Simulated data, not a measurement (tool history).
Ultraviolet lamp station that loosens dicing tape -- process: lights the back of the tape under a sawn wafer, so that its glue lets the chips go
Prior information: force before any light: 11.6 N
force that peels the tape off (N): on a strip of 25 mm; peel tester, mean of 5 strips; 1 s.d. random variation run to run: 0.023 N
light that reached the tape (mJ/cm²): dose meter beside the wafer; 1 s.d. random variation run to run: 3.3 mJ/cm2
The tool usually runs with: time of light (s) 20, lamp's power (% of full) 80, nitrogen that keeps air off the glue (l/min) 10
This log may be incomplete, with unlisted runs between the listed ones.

run	hour	time of light (s)	lamp's power (% of full)	nitrogen that keeps air off the glue (l/min)	force that peels the tape off (N)	light that reached the tape (mJ/cm²)
1	0.0	20	80	10	1.144	536
2	36.4	20	80	18	0.853	538
3	65.9	20	80	18	0.844	535
4	109.3	20	80	4	1.875	530
5	130.5	16	80	10	1.756	427
6	157.2	16	80	10	1.725	422
7	195.8	16	80	10	1.747	423
# hour 199.7: window cleaned of glue's vapour
8	227.0	16	80	10	1.778	428
9	257.7	20	94	10	0.822	620
10	286.7	20	80	10	1.151	525
11	331.2	20	80	10	1.157	534
12	375.6	20	80	10	1.124	536
13	424.0	10	60	4	5.623	199
14	449.9	10	60	4	5.756	198
15	476.1	12	60	6	4.389	243
16	521.4	12	74	17	2.632	294
17	548.6	28	78	16	0.460	719
18	588.1	28	78	16	0.459	719
19	623.6	18	61	13	2.022	367
20	665.7	18	61	13	2.085	361
21	712.1	11	68	6	4.381	246
22	731.9	11	90	11	2.502	328
23	767.9	11	90	11	2.646	327
24	816.0	19	90	14	0.832	572

Consider 4 possible next runs. They are alternatives, not a sequence: every one starts from the tool as it was left by run 24. What does each give?
# hour 838.0: lamp changed
A	855.1	23	85	12	?	?
# hour 838.0: lamp changed
B	855.1	16	92	4	?	?
# hour 838.0: lamp changed
C	855.1	20	80	10	?	?
# hour 838.0: lamp changed
D	855.1	13	80	10	?	?

run	force that peels the tape off (N)	light that reached the tape (mJ/cm²)
A	0.675	651
B	2.146	492
C	1.138	528
D	2.443	343
Take away the tool's hidden state, keep each run's random variation, and the runs would have read:
run	force that peels the tape off (N)	light that reached the tape (mJ/cm²)
A	0.672	653
B	2.140	493
C	1.134	529
D	2.437	343
